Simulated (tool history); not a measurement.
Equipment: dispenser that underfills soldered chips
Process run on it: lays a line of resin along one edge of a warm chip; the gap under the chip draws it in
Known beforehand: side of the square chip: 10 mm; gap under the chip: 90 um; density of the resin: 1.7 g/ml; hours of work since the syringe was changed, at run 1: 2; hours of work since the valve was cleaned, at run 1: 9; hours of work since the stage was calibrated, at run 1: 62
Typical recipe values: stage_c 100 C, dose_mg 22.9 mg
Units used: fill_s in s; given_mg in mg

run	day	stage_c	dose_mg	hours of work since the syringe was changed	hours of work since the valve was cleaned	hours of work since the stage was calibrated	fill_s	given_mg
1	0.000	100	22.9	2	9	62	96.7	22.74
# day 0.225: new syringe of resin
2	0.321	100	24.8	2	15	68	96.3	24.49
# day 0.558: new syringe of resin
3	0.738	100	22.9	3	22	75	106.4	22.47
# day 0.875: new syringe of resin
4	1.083	100	22.9	4	27	80	112.4	22.39
# day 1.192: new syringe of resin
5	1.383	100	22.6	3	32	85	108.7	22.05
# day 1.504: new syringe of resin
# day 1.821: new syringe of resin
6	1.833	100	22.1	0	40	93	86.2	21.48
# day 1.946: dispensing valve cleaned and set on the balance
# day 2.196: new syringe of resin
7	2.271	100	22.9	1	5	99	95.4	22.82
# day 2.508: new syringe of resin
8	2.517	100	22.9	0	9	103	85.7	22.73
9	2.742	100	22.1	4	13	107	114.6	21.84
# day 2.825: new syringe of resin
10	3.008	100	24.5	3	18	111	109.4	24.22
# day 3.146: new syringe of resin
11	3.275	100	24.5	2	22	116	98.9	24.02
# day 3.467: new syringe of resin
12	3.704	111	22.9	4	29	123	86.8	22.45
# day 3.788: new syringe of resin
13	4.083	100	22.9	5	35	129	124.5	22.37
# day 4.121: new syringe of resin
# day 4.446: dispensing valve cleaned and set on the balance
# day 4.479: new syringe of resin
14	4.538	100	22.9	1	1	136	91.2	22.93
# day 4.812: new syringe of resin
15	4.871	100	29.0	1	7	141	89.7	28.85
# day 5.125: new syringe of resin
16	5.333	100	22.9	4	15	149	109.0	22.73
# day 5.467: new syringe of resin
# day 5.800: new syringe of resin
17	5.812	100	21.4	0	22	157	88.7	21.15
18	6.062	100	21.4	5	27	161	122.2	21.06
# day 6.117: new syringe of resin
19	6.404	100	21.4	5	32	167	123.1	20.98
# day 6.438: new syringe of resin
20	6.671	114	26.5	4	37	171	74.6	25.79
# day 6.783: new syringe of resin
21	6.888	99	29.4	2	40	175	96.1	28.50
# day 6.962: dispensing valve cleaned and set on the balance
# day 7.146: new syringe of resin
22	7.317	112	27.3	3	6	181	74.0	27.23
# day 7.488: new syringe of resin
23	7.633	112	27.3	3	11	187	70.3	27.19
# day 7.808: new syringe of resin
24	7.904	88	21.7	2	16	191	136.6	21.45
# day 8.138: new syringe of resin
25	8.138	88	29.4	0	19	195	113.1	29.13
26	8.354	100	26.6	4	23	198	107.6	26.29
# day 8.458: new syringe of resin
27	8.658	92	22.0	3	28	203	135.4	21.61
# day 8.771: new syringe of resin
# day 9.088: new syringe of resin
28	9.092	92	22.0	0	35	211	106.2	21.49
29	9.312	100	28.6	4	39	214	109.2	27.90
# day 9.425: new syringe of resin
# day 9.492: dispensing valve cleaned and set on the balance
# day 9.779: new syringe of resin
30	9.838	100	28.6	1	6	222	87.1	28.54
# day 10.092: new syringe of resin
31	10.158	111	27.3	1	11	228	66.1	27.04
# day 10.425: new syringe of resin
32	10.554	102	19.9	2	18	234	97.2	19.64
# day 10.767: new syringe of resin
33	10.796	102	19.9	0	22	238	84.2	19.62
# day 11.079: new syringe of resin
34	11.192	110	23.5	2	28	245	73.3	23.10

Alternative continuations, all from the tool just after run 34; predict every row:
# day 11.408: new syringe of resin
A	11.529	107	25.3	2	34	250	?	?
# day 11.408: new syringe of resin
B	11.529	92	22.9	2	34	250	?	?
# day 11.408: new syringe of resin
C	11.529	112	29.7	2	34	250	?	?

run	fill_s	given_mg
A	78.6	24.69
B	121.7	22.34
C	66.9	29.06
Without the tool's unlogged condition, the same runs would have read:
run	fill_s	given_mg
A	68.8	25.27
B	106.6	22.87
C	58.7	29.75
